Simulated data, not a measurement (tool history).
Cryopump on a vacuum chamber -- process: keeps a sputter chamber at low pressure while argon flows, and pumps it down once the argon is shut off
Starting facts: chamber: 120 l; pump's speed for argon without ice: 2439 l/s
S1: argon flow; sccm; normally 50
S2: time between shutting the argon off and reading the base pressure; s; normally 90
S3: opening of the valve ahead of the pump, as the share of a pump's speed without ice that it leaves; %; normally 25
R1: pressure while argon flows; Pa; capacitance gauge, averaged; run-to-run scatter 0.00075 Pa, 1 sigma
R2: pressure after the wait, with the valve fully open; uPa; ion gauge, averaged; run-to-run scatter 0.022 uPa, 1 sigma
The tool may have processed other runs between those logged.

| run | hour | S1 | S2 | S3 | R1 | R2 |
|---|---|---|---|---|---|---|
| 1 | 0 | 50 | 90 | 25 | 0.1435 | 1.18 |
| 2 | 20.2 | 50 | 90 | 25 | 0.1445 | 1.15 |
| 3 | 40.7 | 50 | 90 | 25 | 0.143 | 1.21 |
| 4 | 52.5 | 50 | 90 | 25 | 0.1431 | 1.18 |
| 5 | 70.2 | 50 | 90 | 25 | 0.1438 | 1.18 |
| 6 | 84.5 | 50 | 90 | 25 | 0.1454 | 1.19 |
| 7 | 105.2 | 50 | 90 | 25 | 0.1455 | 1.16 |
| 8 | 124.1 | 50 | 90 | 25 | 0.145 | 1.21 |
| 9 | 140.9 | 50 | 90 | 36 | 0.1032 | 1.25 |
| 10 | 158.1 | 50 | 90 | 36 | 0.1039 | 1.21 |
| 11 | 175.2 | 80 | 90 | 25 | 0.2327 | 1.25 |
| 12 | 184.4 | 80 | 90 | 25 | 0.2357 | 1.27 |
| 13 | 199.1 | 50 | 90 | 25 | 0.1454 | 1.24 |
| 14 | 211.2 | 50 | 25 | 25 | 0.1464 | 2.48 |
| 15 | 226.2 | 50 | 25 | 25 | 0.1464 | 2.47 |
| 16 | 241 | 56 | 37 | 28 | 0.1479 | 1.95 |

Predict the results of run 17:
| 17 | 253.3 | 32 | 90 | 25 | ? | ? |

Run 17 yielded R1 0.0944 Pa, R2 1.27 uPa.
With the hidden condition absent and the run-to-run variation left alone, this run would have shown R1 0.0892 Pa, R2 0.59 uPa.

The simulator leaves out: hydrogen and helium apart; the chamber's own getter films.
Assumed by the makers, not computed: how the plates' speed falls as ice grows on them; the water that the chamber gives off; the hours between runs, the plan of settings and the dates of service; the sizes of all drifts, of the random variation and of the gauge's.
